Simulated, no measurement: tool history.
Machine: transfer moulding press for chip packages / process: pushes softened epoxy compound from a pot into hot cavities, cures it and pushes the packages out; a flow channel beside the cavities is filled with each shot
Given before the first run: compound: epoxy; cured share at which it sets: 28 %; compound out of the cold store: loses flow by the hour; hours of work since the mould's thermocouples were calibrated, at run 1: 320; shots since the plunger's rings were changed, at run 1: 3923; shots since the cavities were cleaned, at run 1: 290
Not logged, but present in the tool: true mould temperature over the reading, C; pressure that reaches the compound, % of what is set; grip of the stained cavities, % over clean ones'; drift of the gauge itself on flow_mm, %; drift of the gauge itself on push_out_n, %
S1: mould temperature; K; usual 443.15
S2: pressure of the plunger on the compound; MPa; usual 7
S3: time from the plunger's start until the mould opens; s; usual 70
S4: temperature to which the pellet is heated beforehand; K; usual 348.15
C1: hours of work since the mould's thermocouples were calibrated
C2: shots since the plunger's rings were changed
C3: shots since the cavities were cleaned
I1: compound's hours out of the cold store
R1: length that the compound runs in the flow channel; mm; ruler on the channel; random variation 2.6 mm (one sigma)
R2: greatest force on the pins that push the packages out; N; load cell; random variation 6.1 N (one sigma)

run 1 hour=0 | S1=443.15 S2=7 S3=70 S4=348.15 | C1=320 C2=3923 C3=290 | I1=35.1 | R1=538 R2=412
-- hour=19.4 cavities cleaned with cleaning compound and waxed
run 2 hour=22.2 | S1=443.15 S2=7 S3=70 S4=348.15 | C1=333 C2=4250 C3=44 | I1=44.9 | R1=504 R2=346
-- hour=49.9 mould's thermocouples calibrated
run 3 hour=50.4 | S1=439.15 S2=7 S3=70 S4=348.15 | C1=0 C2=4665 C3=459 | I1=25.3 | R1=563 R2=547
-- hour=60.4 cavities cleaned with cleaning compound and waxed
run 4 hour=80.1 | S1=443.15 S2=7 S3=90 S4=348.15 | C1=18 C2=5111 C3=313 | I1=45.4 | R1=496 R2=341
-- hour=99.4 cavities cleaned with cleaning compound and waxed
run 5 hour=107.2 | S1=443.15 S2=7 S3=90 S4=348.15 | C1=35 C2=5515 C3=124 | I1=16.6 | R1=575 R2=316
run 6 hour=129.9 | S1=443.15 S2=5.83 S3=70 S4=348.15 | C1=49 C2=5874 C3=483 | I1=37.4 | R1=473 R2=430
-- hour=136.3 cavities cleaned with cleaning compound and waxed
run 7 hour=152.9 | S1=443.15 S2=5.83 S3=70 S4=348.15 | C1=63 C2=6213 C3=263 | I1=11.2 | R1=534 R2=406
-- hour=159.3 plunger's sealing rings changed
run 8 hour=168.3 | S1=443.15 S2=7 S3=70 S4=348.15 | C1=71 C2=142 C3=468 | I1=39.6 | R1=554 R2=420
-- hour=176.5 cavities cleaned with cleaning compound and waxed
-- hour=201.2 mould's thermocouples calibrated, once more
run 9 hour=202.3 | S1=443.15 S2=7 S3=70 S4=348.15 | C1=1 C2=624 C3=377 | I1=33.6 | R1=569 R2=422
-- hour=217.4 cavities cleaned with cleaning compound and waxed
run 10 hour=229.3 | S1=443.15 S2=7 S3=70 S4=348.15 | C1=17 C2=1028 C3=190 | I1=45.9 | R1=528 R2=385
run 11 hour=249.9 | S1=444.15 S2=7 S3=70 S4=348.15 | C1=30 C2=1353 C3=515 | I1=20.6 | R1=598 R2=456
-- hour=255.5 cavities cleaned with cleaning compound and waxed
run 12 hour=279.8 | S1=443.15 S2=7 S3=70 S4=348.15 | C1=48 C2=1801 C3=384 | I1=19.2 | R1=601 R2=447
-- hour=292.5 cavities cleaned with cleaning compound and waxed
run 13 hour=303.2 | S1=443.15 S2=7 S3=70 S4=348.15 | C1=62 C2=2147 C3=169 | I1=37 | R1=546 R2=400
run 14 hour=323.5 | S1=439.15 S2=7 S3=97 S4=347.15 | C1=75 C2=2468 C3=490 | I1=21.1 | R1=597 R2=381
-- hour=330.1 cavities cleaned with cleaning compound and waxed
run 15 hour=344.7 | S1=443.15 S2=8.6 S3=69 S4=345.15 | C1=88 C2=2781 C3=231 | I1=25.8 | R1=630 R2=411
-- hour=367.4 cavities cleaned with cleaning compound and waxed
run 16 hour=371 | S1=444.15 S2=6.88 S3=74 S4=343.15 | C1=104 C2=3172 C3=56 | I1=38.6 | R1=530 R2=340
run 17 hour=391.6 | S1=435.15 S2=6.88 S3=59 S4=350.15 | C1=117 C2=3498 C3=382 | I1=44.3 | R1=524 R2=957
-- hour=405.6 cavities cleaned with cleaning compound and waxed
run 18 hour=420.4 | S1=435.15 S2=6.88 S3=59 S4=350.15 | C1=134 C2=3929 C3=234 | I1=22.1 | R1=587 R2=1024
-- hour=444 cavities cleaned with cleaning compound and waxed
run 19 hour=448.3 | S1=437.15 S2=6.2 S3=70 S4=348.15 | C1=151 C2=4346 C3=67 | I1=45.9 | R1=484 R2=502
run 20 hour=471.9 | S1=437.15 S2=6.2 S3=70 S4=348.15 | C1=166 C2=4720 C3=441 | I1=45.4 | R1=481 R2=596
-- hour=481.7 cavities cleaned with cleaning compound and waxed
run 21 hour=491 | S1=437.15 S2=6.2 S3=70 S4=348.15 | C1=177 C2=4998 C3=147 | I1=47.9 | R1=475 R2=526
run 22 hour=516.9 | S1=449.15 S2=6.2 S3=74 S4=348.15 | C1=194 C2=5407 C3=556 | I1=42.4 | R1=469 R2=370
-- hour=519.7 cavities cleaned with cleaning compound and waxed
run 23 hour=536.9 | S1=447.15 S2=5.4 S3=83 S4=343.15 | C1=206 C2=5700 C3=271 | I1=28 | R1=474 R2=344
-- hour=558.7 cavities cleaned with cleaning compound and waxed
run 24 hour=559.3 | S1=437.15 S2=6.38 S3=55 S4=354.15 | C1=219 C2=6031 C3=11 | I1=18.5 | R1=553 R2=868
-- hour=578.3 plunger's sealing rings changed
run 25 hour=581.3 | S1=443.15 S2=8.31 S3=70 S4=348.15 | C1=232 C2=48 C3=319 | I1=39.4 | R1=604 R2=409
-- hour=598.5 cavities cleaned with cleaning compound and waxed
run 26 hour=610.8 | S1=443.15 S2=8.31 S3=70 S4=341.15 | C1=249 C2=490 C3=194 | I1=44.7 | R1=589 R2=391

Predict each of these 4 candidate next runs independently; none follows another, all start after run 26:
run A hour=625.3 | S1=451.15 S2=8.31 S3=70 S4=341.15 | C1=259 C2=720 C3=424 | I1=38.5 | R1=? R2=?
run B hour=625.3 | S1=443.15 S2=5.39 S3=108 S4=341.15 | C1=259 C2=720 C3=424 | I1=44.4 | R1=? R2=?
run C hour=625.3 | S1=448.15 S2=5.74 S3=62 S4=341.15 | C1=259 C2=720 C3=424 | I1=31.6 | R1=? R2=?
run D hour=625.3 | S1=447.15 S2=7 S3=70 S4=348.15 | C1=259 C2=720 C3=424 | I1=12.6 | R1=? R2=?

run=A R1=591 R2=362
run=B R1=470 R2=347
run=C R1=511 R2=429
run=D R1=626 R2=379
Stripped of hidden state, with their random variation kept, the same runs would have yielded:
run=A R1=598 R2=297
run=B R1=476 R2=283
run=C R1=518 R2=353
run=D R1=634 R2=310
